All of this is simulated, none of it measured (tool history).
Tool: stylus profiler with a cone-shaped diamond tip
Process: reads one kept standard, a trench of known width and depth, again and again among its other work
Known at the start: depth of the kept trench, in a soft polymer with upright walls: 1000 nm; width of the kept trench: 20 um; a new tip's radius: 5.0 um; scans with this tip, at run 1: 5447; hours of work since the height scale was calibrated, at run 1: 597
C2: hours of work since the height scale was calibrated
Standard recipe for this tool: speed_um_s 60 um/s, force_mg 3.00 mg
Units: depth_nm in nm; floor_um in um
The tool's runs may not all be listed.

{"run": 1, "hour": 0.0, "speed_um_s": 60, "force_mg": 3.0, "scans with this tip": 5447, "C2": 597, "depth_nm": 1011.79, "floor_um": 13.06}
{"run": 2, "hour": 20.7, "speed_um_s": 60, "force_mg": 3.0, "scans with this tip": 5570, "C2": 610, "depth_nm": 1012.07, "floor_um": 13.06}
{"run": 3, "hour": 40.0, "speed_um_s": 60, "force_mg": 3.0, "scans with this tip": 5685, "C2": 623, "depth_nm": 1012.06, "floor_um": 13.06}
{"run": 4, "hour": 67.5, "speed_um_s": 60, "force_mg": 3.0, "scans with this tip": 5849, "C2": 641, "depth_nm": 1011.57, "floor_um": 13.04}
{"run": 5, "hour": 87.0, "speed_um_s": 60, "force_mg": 3.0, "scans with this tip": 5965, "C2": 653, "depth_nm": 1011.74, "floor_um": 13.03}
{"run": 6, "hour": 107.7, "speed_um_s": 22, "force_mg": 3.0, "scans with this tip": 6088, "C2": 667, "depth_nm": 1011.99, "floor_um": 13.06}
{"run": 7, "hour": 121.1, "speed_um_s": 22, "force_mg": 3.0, "scans with this tip": 6168, "C2": 676, "depth_nm": 1011.84, "floor_um": 13.07}
{"run": 8, "hour": 152.1, "speed_um_s": 22, "force_mg": 3.0, "scans with this tip": 6353, "C2": 696, "depth_nm": 1011.41, "floor_um": 13.02}
{"run": 9, "hour": 174.1, "speed_um_s": 87, "force_mg": 4.43, "scans with this tip": 6484, "C2": 710, "depth_nm": 1015.61, "floor_um": 12.92}
{"run": 10, "hour": 192.4, "speed_um_s": 45, "force_mg": 2.25, "scans with this tip": 6592, "C2": 722, "depth_nm": 1009.48, "floor_um": 12.9}
{"run": 11, "hour": 216.9, "speed_um_s": 192, "force_mg": 1.05, "scans with this tip": 6738, "C2": 738, "depth_nm": 1005.16, "floor_um": 12.2}
{"run": 12, "hour": 233.7, "speed_um_s": 192, "force_mg": 7.03, "scans with this tip": 6838, "C2": 749, "depth_nm": 1021.68, "floor_um": 12.71}
{"run": 13, "hour": 264.9, "speed_um_s": 38, "force_mg": 7.03, "scans with this tip": 7024, "C2": 769, "depth_nm": 1021.35, "floor_um": 12.97}
{"run": 14, "hour": 296.1, "speed_um_s": 154, "force_mg": 7.13, "scans with this tip": 7210, "C2": 790, "depth_nm": 1021.86, "floor_um": 12.69}
{"run": 15, "hour": 315.2, "speed_um_s": 154, "force_mg": 7.13, "scans with this tip": 7324, "C2": 802, "depth_nm": 1021.97, "floor_um": 12.77}

A few steps of depth_nm between consecutive runs. Split each: what settings, incoming material and random variation would produce without the hidden state, and what is left over for the hidden state, along with gauge scatter present in only one of the two compared results (measured, and without hidden state):
The tool's hidden condition here consists of: radius of the tip, um; height scale over the true one, %; drift of the gauge itself on depth_nm, %; drift of the gauge itself on floor_um, %.
Run 11 -> 12: force_mg 1.05 -> 7.03. depth_nm +16.52 nm: hidden state -0.04, all else +16.56.

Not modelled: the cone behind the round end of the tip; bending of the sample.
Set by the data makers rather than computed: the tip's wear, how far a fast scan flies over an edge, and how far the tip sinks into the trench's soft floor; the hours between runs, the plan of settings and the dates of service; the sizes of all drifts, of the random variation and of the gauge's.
